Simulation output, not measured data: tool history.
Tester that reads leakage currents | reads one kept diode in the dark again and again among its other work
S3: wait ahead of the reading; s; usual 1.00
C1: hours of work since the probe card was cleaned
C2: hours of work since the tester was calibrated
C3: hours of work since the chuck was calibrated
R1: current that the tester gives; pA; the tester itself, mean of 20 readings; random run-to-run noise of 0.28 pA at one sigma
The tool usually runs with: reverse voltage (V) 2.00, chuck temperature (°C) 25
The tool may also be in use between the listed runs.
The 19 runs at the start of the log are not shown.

{"run": 20, "day": 21.271, "reverse voltage (V)": 1.66, "chuck temperature (°C)": 25, "S3": 1.0, "C1": 906, "C2": 779, "C3": 1865, "R1": 83.55}
{"run": 21, "day": 22.246, "reverse voltage (V)": 4.16, "chuck temperature (°C)": 40, "S3": 1.0, "C1": 920, "C2": 793, "C3": 1879, "R1": 363.21}
{"run": 22, "day": 23.567, "reverse voltage (V)": 4.16, "chuck temperature (°C)": 40, "S3": 1.0, "C1": 938, "C2": 812, "C3": 1898, "R1": 365.03}
{"run": 23, "day": 24.312, "reverse voltage (V)": 9.2, "chuck temperature (°C)": 45, "S3": 0.41, "C1": 949, "C2": 822, "C3": 1908, "R1": 723.93}
{"run": 24, "day": 25.867, "reverse voltage (V)": 11.42, "chuck temperature (°C)": 52, "S3": 0.92, "C1": 971, "C2": 844, "C3": 1930, "R1": 1244.19}
{"run": 25, "day": 27.046, "reverse voltage (V)": 11.42, "chuck temperature (°C)": 52, "S3": 0.92, "C1": 987, "C2": 861, "C3": 1947, "R1": 1245.15}
{"run": 26, "day": 28.312, "reverse voltage (V)": 2.0, "chuck temperature (°C)": 38, "S3": 1.0, "C1": 1005, "C2": 878, "C3": 1964, "R1": 230.75}
{"run": 27, "day": 29.579, "reverse voltage (V)": 1.34, "chuck temperature (°C)": 43, "S3": 0.55, "C1": 1023, "C2": 896, "C3": 1982, "R1": 272.54}
{"run": 28, "day": 30.521, "reverse voltage (V)": 1.34, "chuck temperature (°C)": 43, "S3": 0.55, "C1": 1036, "C2": 909, "C3": 1995, "R1": 271.85}
{"run": 29, "day": 31.65, "reverse voltage (V)": 1.34, "chuck temperature (°C)": 43, "S3": 0.55, "C1": 1052, "C2": 925, "C3": 2011, "R1": 273.73}
{"run": 30, "day": 33.171, "reverse voltage (V)": 11.74, "chuck temperature (°C)": 24, "S3": 3.08, "C1": 1074, "C2": 947, "C3": 2033, "R1": 182.38}
{"run": 31, "day": 33.975, "reverse voltage (V)": 1.82, "chuck temperature (°C)": 59, "S3": 6.45, "C1": 1085, "C2": 958, "C3": 2044, "R1": 858.56}
{"day": 34.204, "done": "chuck's temperature calibrated"}
{"run": 32, "day": 34.842, "reverse voltage (V)": 1.82, "chuck temperature (°C)": 59, "S3": 6.45, "C1": 1096, "C2": 969, "C3": 9, "R1": 852.85}
{"run": 33, "day": 35.842, "reverse voltage (V)": 1.82, "chuck temperature (°C)": 59, "S3": 6.45, "C1": 1110, "C2": 983, "C3": 23, "R1": 860.52}
{"run": 34, "day": 37.492, "reverse voltage (V)": 2.0, "chuck temperature (°C)": 22, "S3": 2.34, "C1": 1133, "C2": 1006, "C3": 46, "R1": 72.89}
{"run": 35, "day": 38.342, "reverse voltage (V)": 2.0, "chuck temperature (°C)": 22, "S3": 2.34, "C1": 1145, "C2": 1018, "C3": 58, "R1": 73.07}
{"run": 36, "day": 39.408, "reverse voltage (V)": 11.48, "chuck temperature (°C)": 41, "S3": 1.89, "C1": 1160, "C2": 1033, "C3": 73, "R1": 606.83}
{"run": 37, "day": 40.95, "reverse voltage (V)": 11.48, "chuck temperature (°C)": 41, "S3": 1.89, "C1": 1182, "C2": 1055, "C3": 95, "R1": 608.74}

Run 38 has not been measured yet. What should we expect?
{"run": 38, "day": 42.421, "reverse voltage (V)": 11.48, "chuck temperature (°C)": 41, "S3": 1.89, "C1": 1202, "C2": 1076, "C3": 116, "R1": "?"}

Logged for run 38: R1 610.54 pA.
With the hidden condition absent and the run-to-run variation left alone, this run would have shown R1 610.54 pA.

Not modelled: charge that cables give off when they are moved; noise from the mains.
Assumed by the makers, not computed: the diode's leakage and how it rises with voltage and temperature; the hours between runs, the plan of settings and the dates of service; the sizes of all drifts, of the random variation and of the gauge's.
